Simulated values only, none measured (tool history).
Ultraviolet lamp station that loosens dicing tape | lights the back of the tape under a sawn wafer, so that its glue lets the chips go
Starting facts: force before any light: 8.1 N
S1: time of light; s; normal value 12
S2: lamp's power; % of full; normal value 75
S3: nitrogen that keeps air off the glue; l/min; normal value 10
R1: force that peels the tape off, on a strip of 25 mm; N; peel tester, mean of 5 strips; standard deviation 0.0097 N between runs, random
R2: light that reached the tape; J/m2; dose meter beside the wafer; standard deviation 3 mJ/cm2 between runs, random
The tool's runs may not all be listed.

run	hour	S1	S2	S3	R1	R2
1	0	12	75	10	0.574	3790
2	11.9	12	85	10	0.469	4280
3	27.8	12	85	10	0.49	4250
4	41.4	12	86	10	0.462	4240
5	55	12	75	10	0.647	3710
6	70.8	18	75	10	0.286	5490
# hour 74.1: window cleaned of glue's vapour
7	87.3	18	75	10	0.326	5240
8	104.5	18	75	10	0.333	5140
# hour 108.5: window cleaned of glue's vapour, once more
9	115.7	18	75	10	0.249	6300
10	125.8	18	98	10	0.198	8090
11	136.3	18	98	10	0.196	8060
12	147	18	98	8	0.204	8070
13	164.8	18	98	8	0.198	7940
14	177.7	18	98	8	0.197	7940
15	195.5	12	75	10	0.544	4020
16	207.8	12	75	10	0.528	4010
17	218.2	12	75	10	0.551	3980
18	226.3	12	75	12	0.484	4010
19	243.4	12	75	12	0.491	3980
20	255.5	9	75	10	0.964	2970
21	265.9	9	75	10	0.997	2980
22	274.1	17	74	19	0.238	5440
23	288.6	17	74	19	0.24	5400
24	297	17	74	19	0.246	5400
25	306.4	17	74	19	0.243	5330
26	320.7	19	75	5	0.366	6070
27	332.2	8	65	10	1.548	2200
28	348.5	12	75	4	1.049	3760
29	357.2	6	100	3	2.267	2480
30	365.7	9	82	10	0.905	3060
31	383.1	12	75	8	0.718	3710
32	399.1	12	75	8	0.715	3650
33	414.4	8	81	7	1.419	2650
34	428.5	12	71	5	1.115	3430
35	440.2	12	71	5	1.148	3420
# hour 451.5: window cleaned of glue's vapour
36	451.5	12	60	10	0.817	3220
37	463.2	9	64	11	1.171	2540
38	478.8	9	81	11	0.775	3270
39	492.6	21	99	7	0.191	9230
40	507.3	12	86	4	0.746	4510
41	520.1	12	86	4	0.751	4560
42	530.8	15	79	4	0.571	5110

Predict each of these 3 candidate next runs independently; none follows another, all start after run 42:
A	544.8	16	79	4	?	?
B	544.8	11	79	4	?	?
C	544.8	9	85	4	?	?

run	R1	R2
A	0.513	5500
B	1.081	3770
C	1.352	3310
Had the tool no hidden state, the same runs would have come out as:
run	R1	R2
A	0.379	6390
B	0.811	4390
C	1.037	3850
